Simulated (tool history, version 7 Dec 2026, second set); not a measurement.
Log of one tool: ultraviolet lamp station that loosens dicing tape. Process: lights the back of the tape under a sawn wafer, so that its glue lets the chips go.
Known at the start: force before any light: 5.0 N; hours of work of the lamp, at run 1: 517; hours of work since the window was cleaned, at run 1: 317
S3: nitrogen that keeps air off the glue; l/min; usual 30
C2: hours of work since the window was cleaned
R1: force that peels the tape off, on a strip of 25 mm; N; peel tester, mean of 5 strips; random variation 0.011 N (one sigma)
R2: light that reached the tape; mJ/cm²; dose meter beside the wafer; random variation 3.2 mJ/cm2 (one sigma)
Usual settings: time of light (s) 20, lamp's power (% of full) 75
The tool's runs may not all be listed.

Run 1, hour 0.0: usual settings; hours of work of the lamp 517; C2 317. Result: R1 0.750 N, R2 399 mJ/cm².
Run 2, hour 38.4: usual settings but lamp's power (% of full) 60; hours of work of the lamp 542; C2 342. Result: R1 1.062 N, R2 315 mJ/cm².
Run 3, hour 70.5: usual settings but lamp's power (% of full) 60; hours of work of the lamp 564; C2 364. Result: R1 1.065 N, R2 313 mJ/cm².
Run 4, hour 113.1: usual settings; hours of work of the lamp 592; C2 392. Result: R1 0.734 N, R2 390 mJ/cm².
Run 5, hour 146.7: usual settings; hours of work of the lamp 615; C2 415. Result: R1 0.749 N, R2 378 mJ/cm².
Run 6, hour 176.7: usual settings; hours of work of the lamp 635; C2 435. Result: R1 0.794 N, R2 382 mJ/cm².
Run 7, hour 194.6: usual settings but time of light (s) 25; hours of work of the lamp 647; C2 447. Result: R1 0.565 N, R2 469 mJ/cm².
Run 8, hour 225.6: usual settings but S3 25 l/min; hours of work of the lamp 667; C2 467. Result: R1 0.910 N, R2 374 mJ/cm².
Run 9, hour 265.5: usual settings but time of light (s) 23, S3 25 l/min; hours of work of the lamp 694; C2 494. Result: R1 0.757 N, R2 425 mJ/cm².
Run 10, hour 289.5: usual settings; hours of work of the lamp 710; C2 510. Result: R1 0.817 N, R2 368 mJ/cm².
At hour 292.3: window cleaned of glue's vapour.
Run 11, hour 309.7: usual settings; hours of work of the lamp 723; C2 12. Result: R1 0.915 N, R2 341 mJ/cm².
Run 12, hour 333.9: usual settings; hours of work of the lamp 739; C2 28. Result: R1 0.954 N, R2 347 mJ/cm².
Run 13, hour 360.6: usual settings but S3 18 l/min; hours of work of the lamp 757; C2 46. Result: R1 1.243 N, R2 339 mJ/cm².
Run 14, hour 392.1: usual settings but S3 18 l/min; hours of work of the lamp 778; C2 67. Result: R1 1.245 N, R2 338 mJ/cm².
At hour 432.7: window cleaned of glue's vapour, once more.
Run 15, hour 434.6: usual settings but time of light (s) 18, S3 20 l/min; hours of work of the lamp 806; C2 1. Result: R1 1.069 N, R2 350 mJ/cm².
Run 16, hour 465.2: usual settings but time of light (s) 11, lamp's power (% of full) 74, S3 51 l/min; hours of work of the lamp 826; C2 22. Result: R1 1.510 N, R2 212 mJ/cm².
Run 17, hour 499.0: usual settings but time of light (s) 15, S3 53 l/min; hours of work of the lamp 849; C2 44. Result: R1 0.985 N, R2 287 mJ/cm².
Run 18, hour 523.8: usual settings but time of light (s) 15, S3 53 l/min; hours of work of the lamp 865; C2 61. Result: R1 0.998 N, R2 285 mJ/cm².
Run 19, hour 558.0: usual settings but time of light (s) 35, lamp's power (% of full) 80; hours of work of the lamp 888; C2 84. Result: R1 0.270 N, R2 703 mJ/cm².
Run 20, hour 594.7: usual settings but time of light (s) 35, lamp's power (% of full) 80; hours of work of the lamp 913; C2 108. Result: R1 0.291 N, R2 692 mJ/cm².
Run 21, hour 622.4: usual settings but time of light (s) 35, lamp's power (% of full) 80; hours of work of the lamp 931; C2 127. Result: R1 0.288 N, R2 685 mJ/cm².
Run 22, hour 663.3: usual settings but time of light (s) 35, lamp's power (% of full) 72; hours of work of the lamp 959; C2 154. Result: R1 0.356 N, R2 602 mJ/cm².
Run 23, hour 702.4: usual settings but time of light (s) 35, lamp's power (% of full) 72; hours of work of the lamp 985; C2 180. Result: R1 0.364 N, R2 595 mJ/cm².
Run 24, hour 724.5: usual settings but time of light (s) 25, lamp's power (% of full) 61, S3 20 l/min; hours of work of the lamp 999; C2 195. Result: R1 1.088 N, R2 360 mJ/cm².
Run 25, hour 764.7: usual settings but time of light (s) 23, lamp's power (% of full) 77, S3 59 l/min; hours of work of the lamp 1026; C2 222. Result: R1 0.521 N, R2 413 mJ/cm².
Run 26, hour 789.3: usual settings but time of light (s) 15, lamp's power (% of full) 68, S3 26 l/min; hours of work of the lamp 1043; C2 238. Result: R1 1.628 N, R2 230 mJ/cm².
Run 27, hour 825.5: usual settings but time of light (s) 18, lamp's power (% of full) 72, S3 26 l/min; hours of work of the lamp 1067; C2 262. Result: R1 1.246 N, R2 294 mJ/cm².
Run 28, hour 867.9: usual settings but time of light (s) 10, lamp's power (% of full) 79, S3 21 l/min; hours of work of the lamp 1095; C2 290. Result: R1 2.256 N, R2 177 mJ/cm².

5 ways to go on from here, each from the tool as it stands after run 28. What would each give?
Run A, hour 895.3: usual settings but time of light (s) 23, lamp's power (% of full) 73; hours of work of the lamp 1113; C2 309. Result: R1 ?, R2 ?.
Run B, hour 895.3: usual settings but time of light (s) 13, lamp's power (% of full) 79, S3 12 l/min; hours of work of the lamp 1113; C2 309. Result: R1 ?, R2 ?.
Run C, hour 895.3: usual settings but S3 19 l/min; hours of work of the lamp 1113; C2 309. Result: R1 ?, R2 ?.
Run D, hour 895.3: usual settings but time of light (s) 10, lamp's power (% of full) 79, S3 58 l/min; hours of work of the lamp 1113; C2 309. Result: R1 ?, R2 ?.
Run E, hour 895.3: usual settings but time of light (s) 14, lamp's power (% of full) 70, S3 21 l/min; hours of work of the lamp 1113; C2 309. Result: R1 ?, R2 ?.

run     R1   R2
  A  0.866  369
  B  2.180  230
  C  1.234  330
  D  1.793  177
  E  1.884  220
Without the tool's hidden state the same runs would have given:
run     R1   R2
  A  0.437  551
  B  1.462  341
  C  0.670  493
  D  1.110  263
  E  1.193  327

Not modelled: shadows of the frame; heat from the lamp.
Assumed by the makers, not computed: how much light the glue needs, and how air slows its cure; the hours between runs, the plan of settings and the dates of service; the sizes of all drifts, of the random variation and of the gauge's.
